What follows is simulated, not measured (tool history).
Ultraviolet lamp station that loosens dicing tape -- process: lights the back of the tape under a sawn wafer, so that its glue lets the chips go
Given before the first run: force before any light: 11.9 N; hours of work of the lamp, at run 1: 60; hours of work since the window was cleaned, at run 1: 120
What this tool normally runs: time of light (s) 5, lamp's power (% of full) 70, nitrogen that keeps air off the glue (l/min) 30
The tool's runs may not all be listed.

run	hour	time of light (s)	lamp's power (% of full)	nitrogen that keeps air off the glue (l/min)	hours of work of the lamp	hours of work since the window was cleaned	force that peels the tape off (N)	light that reached the tape (mJ/cm2)
1	0.0	5	70	30	60	120	0.536	237
2	35.5	5	70	30	79	139	0.552	235
3	71.7	5	70	30	98	158	0.564	240
4	103.0	5	70	30	115	174	0.550	233
5	127.9	9	70	30	128	187	0.259	412
6	149.2	9	70	30	139	199	0.257	411
7	186.8	9	70	30	159	218	0.275	413
8	219.8	5	70	30	176	236	0.585	223
9	252.5	5	70	30	193	253	0.605	225
10	277.1	5	70	30	206	266	0.615	223
11	315.3	5	70	42	226	286	0.471	217
12	348.8	5	70	42	244	304	0.479	217
13	369.3	5	70	42	255	314	0.481	215
14	388.1	5	70	42	265	324	0.481	221
15	419.1	5	70	42	281	341	0.475	216
16	438.5	5	70	42	291	351	0.476	218
17	475.7	5	65	42	311	371	0.581	201
18	510.7	5	65	42	329	389	0.581	197
19	533.6	5	65	42	341	401	0.604	198
20	552.6	5	65	50	351	411	0.536	197
21	590.4	6	70	30	371	431	0.456	251
22	620.7	6	68	30	387	447	0.527	241
23	639.8	4	70	30	397	457	1.142	165
24	677.7	3	87	30	417	477	1.320	153
25	716.0	2	93	10	438	497	4.398	107
26	734.3	6	79	24	447	507	0.465	276
27	750.5	5	91	11	456	515	1.110	262
28	775.7	3	78	29	469	529	1.708	135
29	797.6	5	66	30	480	540	0.861	187
30	826.1	4	66	39	496	555	1.157	151
31	852.1	2	96	30	509	569	2.497	109
32	891.8	5	82	36	530	590	0.510	227
# hour 900.3: window cleaned of glue's vapour
33	918.7	5	70	28	544	10	0.701	215
34	949.8	5	76	13	560	26	1.192	230
35	971.9	5	86	30	572	38	0.468	258
36	988.7	5	67	30	581	47	0.756	197
37	1014.4	3	70	11	594	60	3.645	124
38	1040.1	4	66	30	608	74	1.285	156
39	1062.6	4	66	30	620	85	1.255	156
40	1088.8	4	66	30	634	99	1.299	154
41	1108.7	4	66	30	644	110	1.304	152

How the hidden state differs across the entries between the runs, from the last listed run before each to the first after it:
Runs 32 to 33: window cleaned of glue's vapour (hour 900.3)
  lamp's light, % of a new lamp's: 87 -> 86.7; light that the window lets through, % of a clean one's: 90.8 -> 99.7
  measured less the result without the state, force that peels the tape off (N): +0.164 -> +0.180; light that reached the tape (mJ/cm2): -60 -> -33

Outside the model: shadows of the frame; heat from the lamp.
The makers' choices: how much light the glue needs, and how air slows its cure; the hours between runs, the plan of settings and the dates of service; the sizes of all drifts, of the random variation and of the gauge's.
